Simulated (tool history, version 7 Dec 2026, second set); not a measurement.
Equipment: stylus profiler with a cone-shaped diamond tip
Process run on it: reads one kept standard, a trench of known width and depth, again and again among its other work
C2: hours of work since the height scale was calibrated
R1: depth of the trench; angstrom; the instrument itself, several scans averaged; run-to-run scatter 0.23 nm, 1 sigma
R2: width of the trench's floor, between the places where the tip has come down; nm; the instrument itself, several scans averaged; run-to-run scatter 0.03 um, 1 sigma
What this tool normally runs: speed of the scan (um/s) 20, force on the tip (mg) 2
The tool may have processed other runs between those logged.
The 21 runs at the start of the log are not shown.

run 22 hour=431.2 | speed_of_the_scan_(um/s)=20 force_on_the_tip_(mg)=1.59 | scans_with_this_tip=14016 C2=1010 | R1=10091.2 R2=13940
run 23 hour=444.5 | speed_of_the_scan_(um/s)=67 force_on_the_tip_(mg)=3.35 | scans_with_this_tip=14122 C2=1018 | R1=10146 R2=13900
run 24 hour=463 | speed_of_the_scan_(um/s)=11 force_on_the_tip_(mg)=3.55 | scans_with_this_tip=14267 C2=1028 | R1=10159.5 R2=14010
run 25 hour=490.9 | speed_of_the_scan_(um/s)=12 force_on_the_tip_(mg)=0.91 | scans_with_this_tip=14487 C2=1044 | R1=10065.7 R2=13950
run 26 hour=510.3 | speed_of_the_scan_(um/s)=48 force_on_the_tip_(mg)=3.87 | scans_with_this_tip=14640 C2=1055 | R1=10165.7 R2=13920
run 27 hour=522.8 | speed_of_the_scan_(um/s)=33 force_on_the_tip_(mg)=1.3 | scans_with_this_tip=14738 C2=1062 | R1=10078.4 R2=13860
run 28 hour=549.7 | speed_of_the_scan_(um/s)=50 force_on_the_tip_(mg)=2.44 | scans_with_this_tip=14951 C2=1077 | R1=10118.1 R2=13890
run 29 hour=566.3 | speed_of_the_scan_(um/s)=8 force_on_the_tip_(mg)=3.08 | scans_with_this_tip=15082 C2=1087 | R1=10145.3 R2=13950
run 30 hour=582.7 | speed_of_the_scan_(um/s)=20 force_on_the_tip_(mg)=2.54 | scans_with_this_tip=15210 C2=1096 | R1=10128.8 R2=13960
run 31 hour=607.3 | speed_of_the_scan_(um/s)=20 force_on_the_tip_(mg)=4.95 | scans_with_this_tip=15405 C2=1110 | R1=10195.6 R2=13940
run 32 hour=633 | speed_of_the_scan_(um/s)=20 force_on_the_tip_(mg)=2.24 | scans_with_this_tip=15607 C2=1125 | R1=10111.7 R2=13980
run 33 hour=655.7 | speed_of_the_scan_(um/s)=39 force_on_the_tip_(mg)=1.05 | scans_with_this_tip=15786 C2=1138 | R1=10069.6 R2=13840
run 34 hour=681.3 | speed_of_the_scan_(um/s)=39 force_on_the_tip_(mg)=3.65 | scans_with_this_tip=15988 C2=1152 | R1=10162.5 R2=13930

Forecast each of these 4 alternatives for the next run:
run A hour=698.6 | speed_of_the_scan_(um/s)=69 force_on_the_tip_(mg)=0.96 | scans_with_this_tip=16124 C2=1162 | R1=? R2=?
run B hour=698.6 | speed_of_the_scan_(um/s)=20 force_on_the_tip_(mg)=2.26 | scans_with_this_tip=16124 C2=1162 | R1=? R2=?
run C hour=698.6 | speed_of_the_scan_(um/s)=20 force_on_the_tip_(mg)=1.63 | scans_with_this_tip=16124 C2=1162 | R1=? R2=?
run D hour=698.6 | speed_of_the_scan_(um/s)=74 force_on_the_tip_(mg)=4.61 | scans_with_this_tip=16124 C2=1162 | R1=? R2=?

run=A R1=10065.5 R2=13750
run=B R1=10118.1 R2=13940
run=C R1=10096.3 R2=13900
run=D R1=10190.5 R2=13920
Without the tool's unlogged condition, the same runs would have read:
run=A R1=10065.3 R2=13760
run=B R1=10117.9 R2=13960
run=C R1=10096.1 R2=13920
run=D R1=10190.3 R2=13940

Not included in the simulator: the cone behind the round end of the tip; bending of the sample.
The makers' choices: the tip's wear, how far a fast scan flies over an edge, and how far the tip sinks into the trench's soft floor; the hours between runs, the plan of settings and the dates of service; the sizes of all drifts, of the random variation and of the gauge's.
